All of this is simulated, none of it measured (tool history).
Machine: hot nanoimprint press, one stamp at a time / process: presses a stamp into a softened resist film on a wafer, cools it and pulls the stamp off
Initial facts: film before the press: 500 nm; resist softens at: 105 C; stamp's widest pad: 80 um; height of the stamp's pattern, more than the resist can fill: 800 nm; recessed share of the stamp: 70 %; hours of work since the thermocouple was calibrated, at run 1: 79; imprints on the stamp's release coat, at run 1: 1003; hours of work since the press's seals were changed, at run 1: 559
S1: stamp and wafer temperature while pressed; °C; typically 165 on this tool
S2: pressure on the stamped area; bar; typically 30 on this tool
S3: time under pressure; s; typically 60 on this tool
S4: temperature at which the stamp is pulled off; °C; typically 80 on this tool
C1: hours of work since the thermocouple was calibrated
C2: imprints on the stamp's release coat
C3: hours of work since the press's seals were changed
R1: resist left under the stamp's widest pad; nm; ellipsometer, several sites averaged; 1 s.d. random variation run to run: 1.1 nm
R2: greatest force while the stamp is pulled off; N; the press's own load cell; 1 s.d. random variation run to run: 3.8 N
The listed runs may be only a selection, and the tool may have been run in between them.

run	day	S1	S2	S3	S4	C1	C2	C3	R1	R2
1	0	165	30	60	80	79	1003	559	194.6	182
2	0.625	165	30	60	80	90	1073	570	196	192
3	1.392	165	30	60	80	105	1159	584	195.7	186
4	2.346	165	30	60	80	122	1267	602	193.7	189
5	2.862	175	30	60	80	132	1325	612	102.4	188
6	3.838	165	30	60	67	150	1434	630	195.2	226
7	4.538	165	30	60	80	163	1513	643	194.1	186
8	5.046	165	30	60	70	172	1570	652	194.8	217
9	5.683	165	38.9	60	80	184	1642	664	171.4	183
10	6.312	165	30	60	80	196	1713	676	194.7	191
11	6.925	165	30	60	80	207	1782	687	194.1	178
12	7.554	165	30	53	80	219	1853	699	204.2	185
13	8.346	172	23.2	60	67	234	1942	714	141.8	227
14	8.862	158	30	84	69	243	2000	723	268.4	217
# day 9.612: plate thermocouple calibrated
15	10.042	165	23.8	64	80	8	2119	743	211.1	188
# day 10.779: stamp cleaned and given a new release coat
16	10.962	165	23.8	51	80	20	20	755	231.7	185
17	11.458	167	23.8	47	80	30	76	764	210.8	181
18	12.562	172	23.8	47	80	50	200	785	155.5	178
19	13.083	170	30	115	74	60	259	795	106.3	204
20	14.042	170	30	115	74	78	366	812	107.6	196
21	14.588	159	25.8	41	79	88	428	822	336.2	196
22	15.567	165	30	60	73	106	538	841	194.3	192

Alternative continuations, all from the tool just after run 22; predict every row:
A	16.65	165	30.4	66	87	126	660	861	?	?
B	16.65	165	30	60	84	126	660	861	?	?
C	16.65	165	30	69	80	126	660	861	?	?
D	16.65	165	24.4	60	80	126	660	861	?	?
E	16.65	163	30	60	80	126	660	861	?	?

run	R1	R2
A	187	168
B	196.3	174
C	184.7	182
D	213.5	182
E	223.9	183
With no hidden state in the tool, these same runs would have given:
run	R1	R2
A	187.3	167
B	196.5	173
C	184.9	181
D	213.8	181
E	224.2	183
